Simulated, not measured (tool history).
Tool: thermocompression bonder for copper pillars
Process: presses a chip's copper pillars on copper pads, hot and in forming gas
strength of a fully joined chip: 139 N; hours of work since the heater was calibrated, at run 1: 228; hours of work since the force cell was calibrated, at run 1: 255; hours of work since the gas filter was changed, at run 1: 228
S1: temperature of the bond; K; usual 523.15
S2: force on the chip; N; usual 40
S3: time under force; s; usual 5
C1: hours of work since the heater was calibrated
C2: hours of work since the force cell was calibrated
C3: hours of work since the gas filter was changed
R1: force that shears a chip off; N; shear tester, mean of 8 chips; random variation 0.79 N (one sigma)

run,hour,S1,S2,S3,C1,C2,C3,R1
1,0.0,523.15,40,5,228,255,228,59.8
# hour 3.2: forming gas filter changed
2,8.8,523.15,40,3,235,262,4,53.7
3,18.6,523.15,40,3,243,269,12,54.5
4,26.6,523.15,40,5,249,276,19,64.7
5,38.9,516.15,40,5,259,286,28,58.3
6,50.6,516.15,40,5,268,295,38,57.9
7,64.5,516.15,40,5,279,306,49,57.0
8,71.1,516.15,40,5,285,311,54,57.1
9,81.7,523.15,40,5,293,320,62,63.3
10,88.7,523.15,40,5,299,325,68,63.2
11,97.8,523.15,40,13,306,333,75,88.3
12,104.6,523.15,40,13,311,338,81,87.5
13,111.1,523.15,40,13,316,343,86,86.9
14,118.8,538.15,40,13,323,349,92,96.8
15,129.6,538.15,40,13,331,358,101,99.1
16,140.8,523.15,40,5,340,367,110,63.9
17,154.4,523.15,40,5,351,378,120,63.0
18,163.5,523.15,40,3,358,385,128,52.0
19,175.5,523.15,40,3,368,394,137,53.4
20,189.8,523.15,40,3,379,406,149,53.5
21,198.3,522.15,40,3,386,413,155,51.9
22,205.5,507.15,47,3,392,418,161,48.4
23,219.1,507.15,54,3,402,429,172,57.8
24,225.7,523.15,54,9,408,434,177,95.4
25,237.3,522.15,29,13,417,444,186,63.1
# hour 239.5: force cell calibrated
26,248.8,522.15,55,13,425,7,194,104.1
27,262.3,519.15,57,7,436,18,205,89.6
28,270.3,519.15,57,7,442,25,211,88.6
29,280.0,519.15,57,7,450,32,219,88.9
30,291.0,504.15,57,7,459,41,228,74.9
# hour 294.6: forming gas filter changed
31,302.8,504.15,57,6,468,50,7,76.0
32,309.9,531.15,57,11,473,56,12,114.7
# hour 312.6: force cell calibrated, once more
33,321.1,531.15,29,5,481,7,20,54.0
34,332.4,509.15,38,4,490,16,29,49.6
35,343.1,509.15,36,12,498,24,37,70.5
36,357.3,509.15,36,12,510,36,49,69.2
37,367.8,509.15,35,3,518,44,57,38.4
38,375.8,501.15,35,3,524,50,63,33.5
39,383.7,501.15,35,3,531,57,70,33.4

4 ways to go on from here, each from the tool as it stands after run 39. What would each give?
A,397.3,553.15,40,5,542,67,81,?
B,397.3,529.15,25,5,542,67,81,?
C,397.3,546.15,40,12,542,67,81,?
D,397.3,535.15,48,6,542,67,81,?

run,R1
A,93.1
B,44.1
C,108.6
D,94.9
Without the tool's hidden state the same runs would have given:
run,R1
A,87.3
B,38.8
C,103.6
D,88.5

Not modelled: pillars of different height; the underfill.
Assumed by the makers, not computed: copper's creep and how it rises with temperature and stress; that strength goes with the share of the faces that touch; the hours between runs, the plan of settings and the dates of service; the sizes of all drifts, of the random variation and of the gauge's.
